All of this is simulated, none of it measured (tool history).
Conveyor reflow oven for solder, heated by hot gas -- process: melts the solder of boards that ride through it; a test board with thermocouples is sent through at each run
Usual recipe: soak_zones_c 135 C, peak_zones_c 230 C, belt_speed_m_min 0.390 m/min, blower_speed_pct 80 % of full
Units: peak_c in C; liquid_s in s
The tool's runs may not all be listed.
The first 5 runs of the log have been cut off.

run	hour	soak_zones_c	peak_zones_c	belt_speed_m_min	blower_speed_pct	hours of work since the flux was cleaned out	hours of work since the belt drive was overhauled	hours of work since the thermocouples were changed	peak_c	liquid_s
6	58.4	135	222	0.390	80	85	330	469	211.9	88.4
7	68.4	135	222	0.390	80	90	335	474	211.1	88.3
8	81.3	135	222	0.390	80	96	341	480	211.8	87.4
9	88.8	148	230	0.390	80	100	345	484	220.2	105.7
10	104.2	148	230	0.371	80	107	352	491	221.1	112.6
11	116.4	135	230	0.390	80	113	358	497	218.9	96.7
12	130.5	135	230	0.390	80	119	364	503	219.6	97.7
13	138.2	133	230	0.390	80	123	368	507	218.3	96.0
14	154.7	135	230	0.390	80	131	376	515	218.8	96.7
15	164.0	135	230	0.390	80	135	380	519	218.9	96.7
16	175.1	135	230	0.390	80	140	385	524	218.6	97.4
17	182.5	135	230	0.390	80	144	389	528	219.1	96.4
18	197.0	135	230	0.390	80	151	396	535	218.5	96.4
19	205.2	141	236	0.390	80	155	399	539	224.8	105.8
20	219.1	141	236	0.391	80	161	406	545	225.0	104.5
21	227.5	141	236	0.391	80	165	410	549	225.5	105.6
22	236.6	141	236	0.391	80	169	414	554	225.6	105.3
23	252.0	141	236	0.391	80	177	422	561	225.3	105.7
24	267.3	129	223	0.389	51	184	429	568	204.2	68.4
25	282.2	129	223	0.389	51	191	436	575	204.0	68.7
26	296.4	133	229	0.413	56	198	443	582	210.2	75.7
27	305.4	148	241	0.390	80	202	447	586	230.3	112.7
28	318.4	144	233	0.366	84	208	453	592	223.3	113.8
29	330.6	135	238	0.390	53	214	459	598	219.3	93.9
30	342.7	135	229	0.390	53	220	464	604	211.3	84.0

What if the next run were any one of these 4? Each begins from the tool's condition after run 30:
A	354.8	135	236	0.370	53	225	470	609	?	?
B	354.8	140	229	0.419	53	225	470	609	?	?
C	354.8	135	227	0.390	55	225	470	609	?	?
D	354.8	135	229	0.427	80	225	470	609	?	?

run	peak_c	liquid_s
A	218.3	99.1
B	209.9	77.4
C	210.3	80.8
D	215.1	83.3
Take away the tool's hidden state, keep each run's random variation, and the runs would have read:
run	peak_c	liquid_s
A	220.8	101.1
B	212.3	80.2
C	212.8	83.8
D	218.0	85.9
